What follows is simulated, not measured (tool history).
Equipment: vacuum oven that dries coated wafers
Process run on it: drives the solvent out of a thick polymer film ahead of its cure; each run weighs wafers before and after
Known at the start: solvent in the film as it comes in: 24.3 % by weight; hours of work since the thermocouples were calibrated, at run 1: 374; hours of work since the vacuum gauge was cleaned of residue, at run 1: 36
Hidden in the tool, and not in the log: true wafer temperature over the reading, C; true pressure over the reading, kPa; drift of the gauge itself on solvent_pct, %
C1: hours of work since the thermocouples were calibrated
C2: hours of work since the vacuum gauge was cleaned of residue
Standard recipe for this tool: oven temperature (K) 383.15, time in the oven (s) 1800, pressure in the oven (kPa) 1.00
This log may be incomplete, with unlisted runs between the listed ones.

Run 1, hour 0.0: usual settings; C1 374; C2 36. Result: solvent left in the film (%) 2.12.
Run 2, hour 6.4: usual settings; C1 377; C2 39. Result: solvent left in the film (%) 2.06.
Run 3, hour 14.1: usual settings; C1 380; C2 42. Result: solvent left in the film (%) 2.05.
Run 4, hour 22.6: usual settings; C1 384; C2 46. Result: solvent left in the film (%) 2.10.
Run 5, hour 33.7: usual settings; C1 389; C2 51. Result: solvent left in the film (%) 2.12.
Run 6, hour 47.9: usual settings; C1 396; C2 58. Result: solvent left in the film (%) 2.18.
Run 7, hour 54.7: usual settings; C1 399; C2 61. Result: solvent left in the film (%) 2.17.
Run 8, hour 61.8: usual settings; C1 402; C2 64. Result: solvent left in the film (%) 2.06.
Run 9, hour 74.8: usual settings; C1 408; C2 70. Result: solvent left in the film (%) 2.12.
Run 10, hour 82.0: usual settings; C1 411; C2 73. Result: solvent left in the film (%) 2.17.
Run 11, hour 95.2: usual settings; C1 417; C2 80. Result: solvent left in the film (%) 2.09.
Run 12, hour 105.3: usual settings but pressure in the oven (kPa) 0.74; C1 422; C2 84. Result: solvent left in the film (%) 1.83.
Run 13, hour 114.3: usual settings; C1 426; C2 88. Result: solvent left in the film (%) 2.20.
Run 14, hour 123.0: usual settings; C1 430; C2 92. Result: solvent left in the film (%) 2.22.
Run 15, hour 131.4: usual settings; C1 434; C2 96. Result: solvent left in the film (%) 2.06.
Run 16, hour 140.1: usual settings; C1 438; C2 100. Result: solvent left in the film (%) 2.14.
Run 17, hour 147.4: usual settings but pressure in the oven (kPa) 1.87; C1 441; C2 104. Result: solvent left in the film (%) 2.90.
Run 18, hour 155.0: usual settings but pressure in the oven (kPa) 1.87; C1 445; C2 107. Result: solvent left in the film (%) 2.99.
Run 19, hour 167.8: usual settings but pressure in the oven (kPa) 1.87; C1 451; C2 113. Result: solvent left in the film (%) 2.95.
Run 20, hour 177.1: usual settings; C1 455; C2 117. Result: solvent left in the film (%) 2.14.
Run 21, hour 187.0: usual settings; C1 460; C2 122. Result: solvent left in the film (%) 2.11.
Run 22, hour 200.1: usual settings; C1 466; C2 128. Result: solvent left in the film (%) 2.13.
Run 23, hour 209.8: usual settings but time in the oven (s) 1320; C1 470; C2 132. Result: solvent left in the film (%) 3.40.
Run 24, hour 215.9: usual settings but oven temperature (K) 376.15, time in the oven (s) 900, pressure in the oven (kPa) 3.05; C1 473; C2 135. Result: solvent left in the film (%) 10.60.
Run 25, hour 227.6: usual settings but oven temperature (K) 384.15, time in the oven (s) 900, pressure in the oven (kPa) 3.05; C1 478; C2 140. Result: solvent left in the film (%) 6.80.
Run 26, hour 242.1: usual settings but time in the oven (s) 2940; C1 485; C2 147. Result: solvent left in the film (%) 1.17.
Run 27, hour 256.7: usual settings but oven temperature (K) 373.15, pressure in the oven (kPa) 0.71; C1 492; C2 154. Result: solvent left in the film (%) 5.58.
Run 28, hour 268.7: usual settings but oven temperature (K) 382.15, time in the oven (s) 1740, pressure in the oven (kPa) 0.68; C1 497; C2 159. Result: solvent left in the film (%) 2.19.
Run 29, hour 279.2: usual settings but time in the oven (s) 1260, pressure in the oven (kPa) 0.89; C1 502; C2 164. Result: solvent left in the film (%) 3.65.
Run 30, hour 290.0: usual settings but oven temperature (K) 386.15, time in the oven (s) 1260, pressure in the oven (kPa) 1.07; C1 507; C2 169. Result: solvent left in the film (%) 2.83.
Run 31, hour 296.6: usual settings but oven temperature (K) 386.15, time in the oven (s) 1260, pressure in the oven (kPa) 1.07; C1 510; C2 172. Result: solvent left in the film (%) 2.87.
Run 32, hour 309.1: usual settings but oven temperature (K) 371.15, time in the oven (s) 1440, pressure in the oven (kPa) 0.86; C1 516; C2 178. Result: solvent left in the film (%) 8.08.
Run 33, hour 322.1: usual settings but oven temperature (K) 390.15, time in the oven (s) 3120, pressure in the oven (kPa) 0.57; C1 522; C2 184. Result: solvent left in the film (%) 0.46.
Run 34, hour 333.5: usual settings but oven temperature (K) 390.15, time in the oven (s) 3120, pressure in the oven (kPa) 0.70; C1 527; C2 189. Result: solvent left in the film (%) 0.56.
Run 35, hour 348.0: usual settings but oven temperature (K) 369.15, time in the oven (s) 1980, pressure in the oven (kPa) 3.14; C1 534; C2 196. Result: solvent left in the film (%) 9.72.
Run 36, hour 355.7: usual settings but oven temperature (K) 369.15, time in the oven (s) 1980, pressure in the oven (kPa) 3.14; C1 537; C2 199. Result: solvent left in the film (%) 9.46.
Run 37, hour 369.6: usual settings but oven temperature (K) 396.15, time in the oven (s) 1440, pressure in the oven (kPa) 0.94; C1 544; C2 206. Result: solvent left in the film (%) 0.68.
Run 38, hour 377.4: usual settings but oven temperature (K) 396.15, time in the oven (s) 3240, pressure in the oven (kPa) 0.94; C1 547; C2 209. Result: solvent left in the film (%) 0.65.
Run 39, hour 391.3: usual settings but oven temperature (K) 396.15, time in the oven (s) 3240, pressure in the oven (kPa) 0.94; C1 554; C2 216. Result: solvent left in the film (%) 0.70.
Run 40, hour 401.7: usual settings but oven temperature (K) 396.15, time in the oven (s) 3240, pressure in the oven (kPa) 0.94; C1 559; C2 221. Result: solvent left in the film (%) 0.73.
Run 41, hour 410.5: usual settings but oven temperature (K) 396.15, time in the oven (s) 3240, pressure in the oven (kPa) 0.56; C1 563; C2 225. Result: solvent left in the film (%) 0.44.
Run 42, hour 422.1: usual settings but oven temperature (K) 396.15, time in the oven (s) 3240, pressure in the oven (kPa) 0.56; C1 568; C2 230. Result: solvent left in the film (%) 0.39.
Run 43, hour 431.6: usual settings but oven temperature (K) 385.15, time in the oven (s) 2340, pressure in the oven (kPa) 0.56; C1 572; C2 234. Result: solvent left in the film (%) 0.89.
Run 44, hour 440.2: usual settings but oven temperature (K) 385.15, time in the oven (s) 2340, pressure in the oven (kPa) 0.56; C1 576; C2 238. Result: solvent left in the film (%) 0.91.
Run 45, hour 446.7: usual settings but oven temperature (K) 370.15, time in the oven (s) 2340, pressure in the oven (kPa) 1.90; C1 579; C2 241. Result: solvent left in the film (%) 6.75.
Run 46, hour 457.7: usual settings but oven temperature (K) 370.15, time in the oven (s) 2340, pressure in the oven (kPa) 1.90; C1 584; C2 246. Result: solvent left in the film (%) 6.62.

For some of the steps in solvent left in the film (%) from one run to the next: how much would appear even if the tool had no hidden state, given the settings, what came in and random variation, and how much remains for the hidden state plus any gauge scatter that the measured result and the result without hidden state don't share?
Run 32 -> 33: oven temperature (K) 371.15 -> 390.15, time in the oven (s) 1440 -> 3120, pressure in the oven (kPa) 0.86 -> 0.57. solvent left in the film (%) -7.62: hidden state -0.14, all else -7.48.
Run 34 -> 35: oven temperature (K) 390.15 -> 369.15, time in the oven (s) 3120 -> 1980, pressure in the oven (kPa) 0.70 -> 3.14. solvent left in the film (%) +9.16: hidden state +0.17, all else +8.99.
Run 36 -> 37: oven temperature (K) 369.15 -> 396.15, time in the oven (s) 1980 -> 1440, pressure in the oven (kPa) 3.14 -> 0.94. solvent left in the film (%) -8.78: hidden state -0.16, all else -8.62.
Run 44 -> 45: oven temperature (K) 385.15 -> 370.15, pressure in the oven (kPa) 0.56 -> 1.90. solvent left in the film (%) +5.84: hidden state +0.16, all else +5.68.
